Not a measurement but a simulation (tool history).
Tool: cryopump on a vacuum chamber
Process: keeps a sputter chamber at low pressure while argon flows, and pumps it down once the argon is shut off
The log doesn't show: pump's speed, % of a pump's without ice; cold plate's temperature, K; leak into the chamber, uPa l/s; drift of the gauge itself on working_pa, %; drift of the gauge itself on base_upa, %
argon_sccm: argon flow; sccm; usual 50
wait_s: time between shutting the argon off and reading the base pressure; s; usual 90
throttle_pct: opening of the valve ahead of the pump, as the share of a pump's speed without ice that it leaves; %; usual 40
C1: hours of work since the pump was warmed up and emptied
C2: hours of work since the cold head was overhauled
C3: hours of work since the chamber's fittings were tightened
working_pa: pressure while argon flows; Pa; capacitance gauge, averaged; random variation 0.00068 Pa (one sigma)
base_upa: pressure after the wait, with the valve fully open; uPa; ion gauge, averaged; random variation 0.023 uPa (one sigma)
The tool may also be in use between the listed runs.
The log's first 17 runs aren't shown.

run 18 hour=334.1 | argon_sccm=50 wait_s=90 throttle_pct=24 | C1=469 C2=469 C3=276 | working_pa=0.2054 base_upa=1.10
run 19 hour=358.6 | argon_sccm=32 wait_s=231 throttle_pct=34 | C1=484 C2=484 C3=291 | working_pa=0.0945 base_upa=0.81
run 20 hour=385.5 | argon_sccm=73 wait_s=231 throttle_pct=20 | C1=502 C2=502 C3=309 | working_pa=0.3544 base_upa=0.89
run 21 hour=410.6 | argon_sccm=83 wait_s=231 throttle_pct=26 | C1=518 C2=518 C3=325 | working_pa=0.3160 base_upa=0.89
run 22 hour=428.6 | argon_sccm=83 wait_s=161 throttle_pct=23 | C1=529 C2=529 C3=336 | working_pa=0.3567 base_upa=1.03
run 23 hour=441.7 | argon_sccm=50 wait_s=90 throttle_pct=29 | C1=538 C2=538 C3=345 | working_pa=0.1726 base_upa=1.29
run 24 hour=460.2 | argon_sccm=41 wait_s=157 throttle_pct=16 | C1=550 C2=550 C3=357 | working_pa=0.2475 base_upa=1.06
run 25 hour=488.2 | argon_sccm=32 wait_s=90 throttle_pct=35 | C1=568 C2=568 C3=375 | working_pa=0.0943 base_upa=1.33
run 26 hour=499.7 | argon_sccm=50 wait_s=28 throttle_pct=19 | C1=575 C2=575 C3=382 | working_pa=0.2595 base_upa=2.46
run 27 hour=514.7 | argon_sccm=31 wait_s=28 throttle_pct=17 | C1=585 C2=585 C3=392 | working_pa=0.1771 base_upa=2.51
run 28 hour=532.6 | argon_sccm=50 wait_s=90 throttle_pct=26 | C1=596 C2=596 C3=403 | working_pa=0.1935 base_upa=1.36
run 29 hour=553.8 | argon_sccm=50 wait_s=90 throttle_pct=26 | C1=610 C2=610 C3=417 | working_pa=0.1936 base_upa=1.37
run 30 hour=566.4 | argon_sccm=26 wait_s=90 throttle_pct=40 | C1=618 C2=618 C3=425 | working_pa=0.0687 base_upa=1.41
run 31 hour=579.4 | argon_sccm=24 wait_s=255 throttle_pct=42 | C1=626 C2=626 C3=433 | working_pa=0.0603 base_upa=1.09
run 32 hour=600.5 | argon_sccm=35 wait_s=239 throttle_pct=40 | C1=640 C2=640 C3=447 | working_pa=0.0942 base_upa=1.10
run 33 hour=623.9 | argon_sccm=35 wait_s=239 throttle_pct=40 | C1=655 C2=655 C3=462 | working_pa=0.0942 base_upa=1.14
run 34 hour=646.8 | argon_sccm=50 wait_s=25 throttle_pct=32 | C1=670 C2=670 C3=477 | working_pa=0.1626 base_upa=2.90

Forecast each of these 4 alternatives for the next run:
run A hour=674.0 | argon_sccm=29 wait_s=53 throttle_pct=16 | C1=687 C2=687 C3=494 | working_pa=? base_upa=?
run B hour=674.0 | argon_sccm=31 wait_s=220 throttle_pct=21 | C1=687 C2=687 C3=494 | working_pa=? base_upa=?
run C hour=674.0 | argon_sccm=50 wait_s=73 throttle_pct=21 | C1=687 C2=687 C3=494 | working_pa=? base_upa=?
run D hour=674.0 | argon_sccm=50 wait_s=34 throttle_pct=38 | C1=687 C2=687 C3=494 | working_pa=? base_upa=?

run=A working_pa=0.1789 base_upa=1.97
run=B working_pa=0.1482 base_upa=1.27
run=C working_pa=0.2399 base_upa=1.65
run=D working_pa=0.1424 base_upa=2.44
Without the tool's hidden state the same runs would have given:
run=A working_pa=0.1677 base_upa=1.08
run=B working_pa=0.1362 base_upa=0.41
run=C working_pa=0.2206 base_upa=0.80
run=D working_pa=0.1231 base_upa=1.57

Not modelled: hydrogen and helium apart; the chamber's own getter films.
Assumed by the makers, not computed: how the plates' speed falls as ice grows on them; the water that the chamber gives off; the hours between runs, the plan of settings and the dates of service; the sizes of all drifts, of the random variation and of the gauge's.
